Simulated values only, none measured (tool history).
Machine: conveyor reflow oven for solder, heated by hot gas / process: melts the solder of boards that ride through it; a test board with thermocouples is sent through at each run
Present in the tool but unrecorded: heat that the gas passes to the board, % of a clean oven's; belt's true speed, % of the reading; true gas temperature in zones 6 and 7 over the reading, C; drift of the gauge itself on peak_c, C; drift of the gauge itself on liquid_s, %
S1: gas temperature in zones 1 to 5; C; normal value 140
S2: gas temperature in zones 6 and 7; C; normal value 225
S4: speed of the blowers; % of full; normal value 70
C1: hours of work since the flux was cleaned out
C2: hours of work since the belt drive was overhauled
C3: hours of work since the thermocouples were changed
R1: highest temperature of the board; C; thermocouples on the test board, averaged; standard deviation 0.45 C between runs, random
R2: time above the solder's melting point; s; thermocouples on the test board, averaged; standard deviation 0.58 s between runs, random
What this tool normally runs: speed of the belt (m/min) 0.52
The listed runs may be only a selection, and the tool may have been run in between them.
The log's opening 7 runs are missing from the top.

{"run": 8, "hour": 450.6, "S1": 140, "S2": 225, "speed of the belt (m/min)": 0.571, "S4": 70, "C1": 59, "C2": 535, "C3": 323, "R1": 203.6, "R2": 35.9}
{"run": 9, "hour": 525.6, "S1": 140, "S2": 225, "speed of the belt (m/min)": 0.571, "S4": 59, "C1": 105, "C2": 581, "C3": 369, "R1": 201.9, "R2": 34.7}
{"run": 10, "hour": 590.7, "S1": 140, "S2": 225, "speed of the belt (m/min)": 0.571, "S4": 59, "C1": 145, "C2": 621, "C3": 409, "R1": 201.2, "R2": 33.4}
{"run": 11, "hour": 636.0, "S1": 140, "S2": 225, "speed of the belt (m/min)": 0.571, "S4": 59, "C1": 173, "C2": 649, "C3": 437, "R1": 202.3, "R2": 34.2}
{"run": 12, "hour": 673.4, "S1": 140, "S2": 225, "speed of the belt (m/min)": 0.52, "S4": 70, "C1": 195, "C2": 672, "C3": 460, "R1": 207.3, "R2": 43.2}
{"run": 13, "hour": 708.1, "S1": 140, "S2": 225, "speed of the belt (m/min)": 0.52, "S4": 57, "C1": 217, "C2": 693, "C3": 481, "R1": 206, "R2": 40.9}
{"run": 14, "hour": 755.5, "S1": 140, "S2": 225, "speed of the belt (m/min)": 0.52, "S4": 57, "C1": 246, "C2": 722, "C3": 510, "R1": 204.2, "R2": 41.3}
{"run": 15, "hour": 805.5, "S1": 140, "S2": 225, "speed of the belt (m/min)": 0.52, "S4": 70, "C1": 276, "C2": 753, "C3": 541, "R1": 207, "R2": 43.6}
{"hour": 875.4, "done": "flux residue cleaned out of gas plates and filters, once more"}
{"run": 16, "hour": 882.3, "S1": 140, "S2": 225, "speed of the belt (m/min)": 0.52, "S4": 70, "C1": 4, "C2": 797, "C3": 585, "R1": 211.9, "R2": 48.6}
{"run": 17, "hour": 964.5, "S1": 128, "S2": 225, "speed of the belt (m/min)": 0.52, "S4": 70, "C1": 55, "C2": 847, "C3": 635, "R1": 209.8, "R2": 43.1}

What will run 18 give?
{"run": 18, "hour": 1026.1, "S1": 128, "S2": 225, "speed of the belt (m/min)": 0.52, "S4": 70, "C1": 92, "C2": 885, "C3": 673, "R1": "?", "R2": "?"}

{"run 18": {"R1": 209.5, "R2": 44.8}}
Minus the tool's unlogged condition, the same run would have read R1 208.2 C, R2 42.5 s.

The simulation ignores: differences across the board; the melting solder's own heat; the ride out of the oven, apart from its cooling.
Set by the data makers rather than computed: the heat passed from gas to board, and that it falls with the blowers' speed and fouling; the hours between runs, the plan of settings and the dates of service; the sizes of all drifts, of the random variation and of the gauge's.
